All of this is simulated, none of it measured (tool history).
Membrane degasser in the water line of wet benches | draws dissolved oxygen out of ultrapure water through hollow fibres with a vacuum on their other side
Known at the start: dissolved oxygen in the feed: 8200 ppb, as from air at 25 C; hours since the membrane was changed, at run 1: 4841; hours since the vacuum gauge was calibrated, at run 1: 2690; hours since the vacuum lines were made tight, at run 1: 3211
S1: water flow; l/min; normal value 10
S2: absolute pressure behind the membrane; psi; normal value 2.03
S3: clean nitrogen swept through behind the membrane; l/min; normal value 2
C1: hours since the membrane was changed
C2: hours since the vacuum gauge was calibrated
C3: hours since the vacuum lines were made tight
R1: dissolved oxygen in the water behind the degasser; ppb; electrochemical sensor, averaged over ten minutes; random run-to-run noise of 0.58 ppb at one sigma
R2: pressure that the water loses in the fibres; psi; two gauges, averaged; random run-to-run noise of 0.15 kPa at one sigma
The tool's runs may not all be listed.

run    hour  S1    S2    S3    C1    C2    C3     R1      R2
  1       0  10  2.03     2  4841  2690  3211  160.1   8.219
  2    66.9  10  2.03     2  4908  2757  3278  160.1   8.267
  3   152.4  13  2.03     2  4994  2842  3364    250  10.741
  4   286.2  13  2.03     2  5127  2976  3498  249.7  10.779
  5   431.2  13  2.03     2  5272  3121  3643  251.1  10.737
  6   560.2  10  2.03     2  5401  3250  3772  161.6   8.258
  7   721.7  10  2.03     2  5563  3412  3933  161.3   8.266
  8   832.1  10  2.03     2  5673  3522  4044  162.5    8.27
        956  -- seals of the vacuum lines changed
  9     959  10  2.03     2  5798  3647     3  156.9   8.254
 10  1123.5  10  2.03     2  5963  3811   167  157.3   8.256
 11  1270.2  10  2.03     2  6109  3958   314    158   8.298
 12  1351.7  10  2.03     2  6191  4040   396  157.9   8.315
 13  1497.2  10  2.03     2  6336  4185   541  157.7   8.272
 14  1596.9  10  1.46     2  6436  4285   641  111.8   8.318
     1636.5  -- vacuum gauge calibrated
 15    1719  10  2.03  3.03  6558    82   762    114   8.306
 16  1790.3  10  2.03  3.03  6629   154   834    115   8.328
 17    1937   8  2.03  3.03  6776   300   980   79.2   6.651
 18  2097.4  16  2.92  1.32  6936   461  1141    620  13.362
 19    2178  10  1.45  2.46  7017   542  1222   94.9   8.356
 20    2288   7  1.45  2.46  7127   652  1332   52.6   5.819
 21    2356   7  1.45  1.28  7195   720  1400   95.7   5.855
 22  2494.7  11  2.03   2.3  7333   858  1538  168.7   9.191
 23  2565.2  11  2.03   2.3  7404   929  1609  167.9   9.174
 24    2650  11  2.03  0.91  7489  1014  1693  340.6   9.181
 25  2782.9   8  2.03  2.85  7622  1146  1826   85.5   6.696
 26  2860.3   8  2.03  2.85  7699  1224  1904   85.3   6.718
 27  2980.3   8  4.74  2.85  7819  1344  2024  214.9   6.728
 28  3132.5   7  1.91  4.86  7971  1496  2176   41.3   5.912
 29  3298.1   7  1.91  4.86  8137  1662  2342   41.2   5.897
 30  3380.1   7  1.91  4.86  8219  1744  2424   41.4   5.893
 31  3534.9   7  1.91  4.86  8374  1898  2578   41.4    5.86
 32  3687.1   7  2.03     2  8526  2051  2731  100.5   5.889

What if the next run were any one of these 3? Each begins from the tool's condition after run 32:
  A  3821.2  11  1.45  1.69  8660  2185  2865   ?   ?
  B  3821.2  11  2.03     2  8660  2185  2865   ?   ?
  C  3821.2  10  2.44  1.31  8660  2185  2865   ?   ?

run     R1     R2
  A  154.2  9.226
  B  190.8  9.242
  C    277  8.403
Stripped of hidden state, with their random variation kept, the same runs would have yielded:
run     R1     R2
  A  140.4  8.802
  B  176.4   8.82
  C  262.7  8.019
